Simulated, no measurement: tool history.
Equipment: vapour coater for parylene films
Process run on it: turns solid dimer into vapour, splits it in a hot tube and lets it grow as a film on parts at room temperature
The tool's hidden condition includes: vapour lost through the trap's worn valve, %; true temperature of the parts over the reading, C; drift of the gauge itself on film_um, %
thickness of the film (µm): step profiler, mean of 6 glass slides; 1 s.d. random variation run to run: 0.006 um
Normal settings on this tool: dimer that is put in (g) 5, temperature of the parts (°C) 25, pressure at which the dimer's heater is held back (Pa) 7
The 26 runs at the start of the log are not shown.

| run | day | dimer that is put in (g) | temperature of the parts (°C) | pressure at which the dimer's heater is held back (Pa) | hours of work since the trap's valve was overhauled | hours of work since the table's thermometer was calibrated | thickness of the film (µm) |
|---|---|---|---|---|---|---|---|
| 27 | 45.983 | 8 | 30 | 7.5 | 165 | 904 | 2.672 |
| 28 | 47.592 | 3 | 25 | 2.67 | 199 | 937 | 1.245 |
| 29 | 48.817 | 3 | 25 | 6.96 | 224 | 963 | 1.124 |
| 30 | 50.225 | 8 | 19 | 3.71 | 254 | 992 | 3.712 |
| 31 | 51.575 | 2 | 19 | 2.13 | 282 | 1020 | 0.975 |
| 32 | 53.571 | 2 | 19 | 2.13 | 323 | 1062 | 0.965 |
| 33 | 54.758 | 5 | 25 | 7 | 348 | 1087 | 1.865 |
| 34 | 56.321 | 5 | 19 | 7 | 381 | 1119 | 2.129 |
| 35 | 57.517 | 7 | 21 | 10.11 | 406 | 1144 | 2.735 |
| 36 | 58.817 | 5 | 20 | 7 | 433 | 1171 | 2.067 |
| 37 | 60.621 | 5 | 25 | 5.37 | 471 | 1209 | 1.887 |
| 38 | 62.054 | 2 | 21 | 5.12 | 501 | 1239 | 0.835 |
| 39 | 63.75 | 5 | 24 | 7 | 536 | 1274 | 1.867 |
| 40 | 64.975 | 5 | 21 | 3.15 | 562 | 1300 | 2.198 |
| 41 | 67.308 | 5 | 21 | 3.15 | 610 | 1349 | 2.163 |
|  | 68.558 | trap's valve overhauled |
| 42 | 69.417 | 5 | 35 | 9.24 | 18 | 1389 | 1.443 |
| 43 | 70.604 | 4 | 26 | 3.52 | 43 | 1414 | 1.582 |
| 44 | 71.654 | 2 | 25 | 2.21 | 65 | 1436 | 0.849 |
| 45 | 72.754 | 4 | 26 | 4.33 | 88 | 1459 | 1.544 |
| 46 | 74.825 | 3 | 26 | 4.33 | 131 | 1502 | 1.162 |

What if the next run were any one of these 4? Each begins from the tool's condition after run 46:
|  | 76.288 | table's thermometer calibrated |
| A | 76.362 | 6 | 27 | 7 | 162 | 2 | ? |
|  | 76.288 | table's thermometer calibrated |
| B | 76.362 | 5 | 25 | 2.78 | 162 | 2 | ? |
|  | 76.288 | table's thermometer calibrated |
| C | 76.362 | 5 | 36 | 3.63 | 162 | 2 | ? |
|  | 76.288 | table's thermometer calibrated |
| D | 76.362 | 4 | 26 | 2.7 | 162 | 2 | ? |

| run | thickness of the film (µm) |
|---|---|
| A | 2.205 |
| B | 2.13 |
| C | 1.598 |
| D | 1.678 |
Without the tool's hidden state the same runs would have given:
| run | thickness of the film (µm) |
|---|---|
| A | 2.243 |
| B | 2.167 |
| C | 1.625 |
| D | 1.707 |
